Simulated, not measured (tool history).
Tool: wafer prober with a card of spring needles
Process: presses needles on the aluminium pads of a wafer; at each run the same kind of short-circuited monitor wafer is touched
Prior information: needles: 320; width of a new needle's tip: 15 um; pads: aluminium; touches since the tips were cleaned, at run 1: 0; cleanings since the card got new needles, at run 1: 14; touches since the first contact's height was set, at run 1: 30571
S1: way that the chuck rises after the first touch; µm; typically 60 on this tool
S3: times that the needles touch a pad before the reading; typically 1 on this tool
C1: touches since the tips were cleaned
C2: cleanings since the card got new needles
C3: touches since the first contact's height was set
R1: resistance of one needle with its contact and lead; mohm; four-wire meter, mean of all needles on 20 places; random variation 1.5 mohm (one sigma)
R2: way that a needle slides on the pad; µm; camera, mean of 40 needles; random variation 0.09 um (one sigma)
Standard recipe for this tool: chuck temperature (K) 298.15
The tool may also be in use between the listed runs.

{"run": 1, "hour": 0.0, "S1": 60, "chuck temperature (K)": 298.15, "S3": 1, "C1": 0, "C2": 14, "C3": 30571, "R1": 147, "R2": 14.5}
{"hour": 7.4, "done": "tips cleaned on abrasive film"}
{"run": 2, "hour": 10.9, "S1": 60, "chuck temperature (K)": 298.15, "S3": 1, "C1": 897, "C2": 15, "C3": 33337, "R1": 147, "R2": 14.65}
{"hour": 15.0, "done": "tips cleaned on abrasive film"}
{"hour": 22.2, "done": "tips cleaned on abrasive film"}
{"run": 3, "hour": 22.2, "S1": 60, "chuck temperature (K)": 298.15, "S3": 1, "C1": 0, "C2": 17, "C3": 36187, "R1": 147, "R2": 14.68}
{"hour": 29.6, "done": "tips cleaned on abrasive film"}
{"run": 4, "hour": 32.0, "S1": 60, "chuck temperature (K)": 298.15, "S3": 1, "C1": 628, "C2": 18, "C3": 38693, "R1": 147, "R2": 14.81}
{"hour": 37.3, "done": "tips cleaned on abrasive film"}
{"run": 5, "hour": 37.8, "S1": 62, "chuck temperature (K)": 298.15, "S3": 1, "C1": 116, "C2": 19, "C3": 40152, "R1": 145, "R2": 15.28}
{"run": 6, "hour": 43.7, "S1": 60, "chuck temperature (K)": 298.15, "S3": 1, "C1": 1637, "C2": 19, "C3": 41673, "R1": 149, "R2": 14.68}
{"hour": 44.6, "done": "tips cleaned on abrasive film"}
{"hour": 52.0, "done": "tips cleaned on abrasive film"}
{"run": 7, "hour": 57.0, "S1": 60, "chuck temperature (K)": 298.15, "S3": 1, "C1": 1268, "C2": 21, "C3": 45024, "R1": 147, "R2": 14.65}
{"hour": 59.6, "done": "tips cleaned on abrasive film"}
{"hour": 66.9, "done": "tips cleaned on abrasive film"}
{"run": 8, "hour": 68.5, "S1": 60, "chuck temperature (K)": 298.15, "S3": 1, "C1": 409, "C2": 23, "C3": 47928, "R1": 147, "R2": 14.65}
{"hour": 74.6, "done": "tips cleaned on abrasive film"}
{"run": 9, "hour": 75.6, "S1": 60, "chuck temperature (K)": 313.15, "S3": 1, "C1": 258, "C2": 24, "C3": 49730, "R1": 147, "R2": 14.64}
{"hour": 82.2, "done": "tips cleaned on abrasive film"}
{"run": 10, "hour": 84.7, "S1": 60, "chuck temperature (K)": 313.15, "S3": 1, "C1": 641, "C2": 25, "C3": 52039, "R1": 151, "R2": 14.69}
{"hour": 89.7, "done": "tips cleaned on abrasive film"}
{"run": 11, "hour": 96.3, "S1": 60, "chuck temperature (K)": 298.15, "S3": 1, "C1": 1705, "C2": 26, "C3": 55001, "R1": 145, "R2": 14.87}
{"hour": 97.6, "done": "tips cleaned on abrasive film"}
{"hour": 104.6, "done": "tips cleaned on abrasive film"}
{"run": 12, "hour": 108.2, "S1": 60, "chuck temperature (K)": 385.15, "S3": 1, "C1": 924, "C2": 28, "C3": 58011, "R1": 162, "R2": 14.72}
{"hour": 112.0, "done": "tips cleaned on abrasive film"}
{"hour": 119.3, "done": "tips cleaned on abrasive film"}
{"run": 13, "hour": 120.5, "S1": 66, "chuck temperature (K)": 298.15, "S3": 1, "C1": 299, "C2": 30, "C3": 61109, "R1": 146, "R2": 16.25}
{"hour": 126.8, "done": "tips cleaned on abrasive film"}
{"run": 14, "hour": 132.1, "S1": 60, "chuck temperature (K)": 298.15, "S3": 1, "C1": 1367, "C2": 31, "C3": 64077, "R1": 146, "R2": 14.67}
{"hour": 134.5, "done": "tips cleaned on abrasive film"}
{"hour": 141.8, "done": "tips cleaned on abrasive film"}
{"run": 15, "hour": 145.7, "S1": 60, "chuck temperature (K)": 298.15, "S3": 1, "C1": 981, "C2": 33, "C3": 67502, "R1": 148, "R2": 14.73}
{"hour": 149.4, "done": "tips cleaned on abrasive film"}
{"run": 16, "hour": 155.9, "S1": 60, "chuck temperature (K)": 298.15, "S3": 1, "C1": 1646, "C2": 34, "C3": 70093, "R1": 145, "R2": 14.74}
{"hour": 156.5, "done": "tips cleaned on abrasive film"}
{"hour": 164.3, "done": "tips cleaned on abrasive film"}
{"run": 17, "hour": 164.9, "S1": 60, "chuck temperature (K)": 306.15, "S3": 1, "C1": 176, "C2": 36, "C3": 72377, "R1": 147, "R2": 14.66}
{"hour": 172.1, "done": "tips cleaned on abrasive film"}
{"run": 18, "hour": 172.1, "S1": 60, "chuck temperature (K)": 306.15, "S3": 1, "C1": 0, "C2": 37, "C3": 74183, "R1": 148, "R2": 14.56}
{"run": 19, "hour": 178.5, "S1": 66, "chuck temperature (K)": 334.15, "S3": 1, "C1": 1645, "C2": 37, "C3": 75828, "R1": 151, "R2": 16.06}
{"hour": 179.5, "done": "tips cleaned on abrasive film"}
{"hour": 186.8, "done": "tips cleaned on abrasive film"}
{"run": 20, "hour": 188.2, "S1": 66, "chuck temperature (K)": 334.15, "S3": 1, "C1": 354, "C2": 39, "C3": 78264, "R1": 149, "R2": 16.04}
{"hour": 194.3, "done": "tips cleaned on abrasive film"}
{"run": 21, "hour": 197.0, "S1": 43, "chuck temperature (K)": 304.15, "S3": 1, "C1": 704, "C2": 40, "C3": 80509, "R1": 150, "R2": 10.49}
{"hour": 202.0, "done": "tips cleaned on abrasive film"}
{"run": 22, "hour": 207.8, "S1": 43, "chuck temperature (K)": 383.15, "S3": 1, "C1": 1503, "C2": 41, "C3": 83262, "R1": 164, "R2": 10.48}
{"hour": 209.9, "done": "tips cleaned on abrasive film"}
{"run": 23, "hour": 215.3, "S1": 50, "chuck temperature (K)": 359.15, "S3": 1, "C1": 1379, "C2": 42, "C3": 85147, "R1": 157, "R2": 12.26}
{"hour": 217.4, "done": "tips cleaned on abrasive film"}
{"hour": 224.5, "done": "tips cleaned on abrasive film"}
{"run": 24, "hour": 225.2, "S1": 73, "chuck temperature (K)": 367.15, "S3": 1, "C1": 180, "C2": 44, "C3": 87656, "R1": 156, "R2": 17.74}
{"hour": 232.1, "done": "tips cleaned on abrasive film"}
{"run": 25, "hour": 233.9, "S1": 71, "chuck temperature (K)": 339.15, "S3": 2, "C1": 452, "C2": 45, "C3": 89854, "R1": 153, "R2": 17.46}
{"hour": 239.7, "done": "tips cleaned on abrasive film"}
{"run": 26, "hour": 242.1, "S1": 62, "chuck temperature (K)": 321.15, "S3": 1, "C1": 627, "C2": 46, "C3": 91951, "R1": 149, "R2": 15.04}
{"hour": 247.7, "done": "tips cleaned on abrasive film"}
{"run": 27, "hour": 251.1, "S1": 62, "chuck temperature (K)": 321.15, "S3": 1, "C1": 870, "C2": 47, "C3": 94218, "R1": 151, "R2": 15.2}
{"hour": 254.9, "done": "tips cleaned on abrasive film"}
{"run": 28, "hour": 257.6, "S1": 62, "chuck temperature (K)": 321.15, "S3": 1, "C1": 708, "C2": 48, "C3": 95881, "R1": 149, "R2": 15.19}
{"hour": 262.6, "done": "tips cleaned on abrasive film"}
{"run": 29, "hour": 264.6, "S1": 52, "chuck temperature (K)": 299.15, "S3": 2, "C1": 510, "C2": 49, "C3": 97634, "R1": 150, "R2": 12.62}
{"hour": 270.3, "done": "tips cleaned on abrasive film"}
{"run": 30, "hour": 275.5, "S1": 60, "chuck temperature (K)": 312.15, "S3": 1, "C1": 1335, "C2": 50, "C3": 100415, "R1": 149, "R2": 14.33}
{"hour": 277.4, "done": "tips cleaned on abrasive film"}
{"run": 31, "hour": 284.0, "S1": 60, "chuck temperature (K)": 398.15, "S3": 3, "C1": 1675, "C2": 51, "C3": 102564, "R1": 164, "R2": 14.79}

How the hidden state differs across the entries between the runs, from the last listed run before each to the first after it:
Between runs 1 and 2: tips cleaned on abrasive film (hour 7.4)
  debris on the tips, nm: 0.1 -> 0.4
Between runs 2 and 3: tips cleaned on abrasive film (hour 15.0); tips cleaned on abrasive film (hour 22.2)
  debris on the tips, nm: 0.4 -> 0.1; tips' diameter, um: 15 -> 15.01
Between runs 3 and 4: tips cleaned on abrasive film (hour 29.6)
  debris on the tips, nm: 0.1 -> 0.3; way that the needles fall short of the set height, um: 0.01 -> 0.02
Between runs 4 and 5: tips cleaned on abrasive film (hour 37.3)
  debris on the tips, nm: 0.3 -> 0.1
Between runs 6 and 7: tips cleaned on abrasive film (hour 44.6); tips cleaned on abrasive film (hour 52.0)
  debris on the tips, nm: 0.6 -> 0.5
Between runs 7 and 8: tips cleaned on abrasive film (hour 59.6); tips cleaned on abrasive film (hour 66.9)
  debris on the tips, nm: 0.5 -> 0.2
Between runs 8 and 9: tips cleaned on abrasive film (hour 74.6)
  debris on the tips, nm: 0.2 -> 0.1
Between runs 9 and 10: tips cleaned on abrasive film (hour 82.2)
  debris on the tips, nm: 0.1 -> 0.3
Between runs 10 and 11: tips cleaned on abrasive film (hour 89.7)
  debris on the tips, nm: 0.3 -> 0.6
Between runs 11 and 12: tips cleaned on abrasive film (hour 97.6); tips cleaned on abrasive film (hour 104.6)
  debris on the tips, nm: 0.6 -> 0.4
Between runs 12 and 13: tips cleaned on abrasive film (hour 112.0); tips cleaned on abrasive film (hour 119.3)
  debris on the tips, nm: 0.4 -> 0.1; way that the needles fall short of the set height, um: 0.02 -> 0.03
Between runs 13 and 14: tips cleaned on abrasive film (hour 126.8)
  debris on the tips, nm: 0.1 -> 0.5
Between runs 14 and 15: tips cleaned on abrasive film (hour 134.5); tips cleaned on abrasive film (hour 141.8)
  debris on the tips, nm: 0.5 -> 0.4
Between runs 15 and 16: tips cleaned on abrasive film (hour 149.4)
  debris on the tips, nm: 0.4 -> 0.6
Between runs 16 and 17: tips cleaned on abrasive film (hour 156.5); tips cleaned on abrasive film (hour 164.3)
  debris on the tips, nm: 0.6 -> 0.1
Between runs 17 and 18: tips cleaned on abrasive film (hour 172.1)
  debris on the tips, nm: 0.1 -> 0
Between runs 19 and 20: tips cleaned on abrasive film (hour 179.5); tips cleaned on abrasive film (hour 186.8)
  debris on the tips, nm: 0.6 -> 0.2
Between runs 20 and 21: tips cleaned on abrasive film (hour 194.3)
  debris on the tips, nm: 0.2 -> 0.3
Between runs 21 and 22: tips cleaned on abrasive film (hour 202.0)
  debris on the tips, nm: 0.3 -> 0.6; way that the needles fall short of the set height, um: 0.03 -> 0.04
Between runs 22 and 23: tips cleaned on abrasive film (hour 209.9)
  nothing in the hidden state changes from one run to the other
Between runs 23 and 24: tips cleaned on abrasive film (hour 217.4); tips cleaned on abrasive film (hour 224.5)
  debris on the tips, nm: 0.6 -> 0.1
Between runs 24 and 25: tips cleaned on abrasive film (hour 232.1)
  debris on the tips, nm: 0.1 -> 0.2
Between runs 25 and 26: tips cleaned on abrasive film (hour 239.7)
  debris on the tips, nm: 0.2 -> 0.3
Between runs 26 and 27: tips cleaned on abrasive film (hour 247.7)
  debris on the tips, nm: 0.3 -> 0.4
Between runs 27 and 28: tips cleaned on abrasive film (hour 254.9)
  debris on the tips, nm: 0.4 -> 0.3
Between runs 28 and 29: tips cleaned on abrasive film (hour 262.6)
  debris on the tips, nm: 0.3 -> 0.2; tips' diameter, um: 15.01 -> 15.02
Between runs 29 and 30: tips cleaned on abrasive film (hour 270.3)
  debris on the tips, nm: 0.2 -> 0.5
Between runs 30 and 31: tips cleaned on abrasive film (hour 277.4)
  debris on the tips, nm: 0.5 -> 0.6
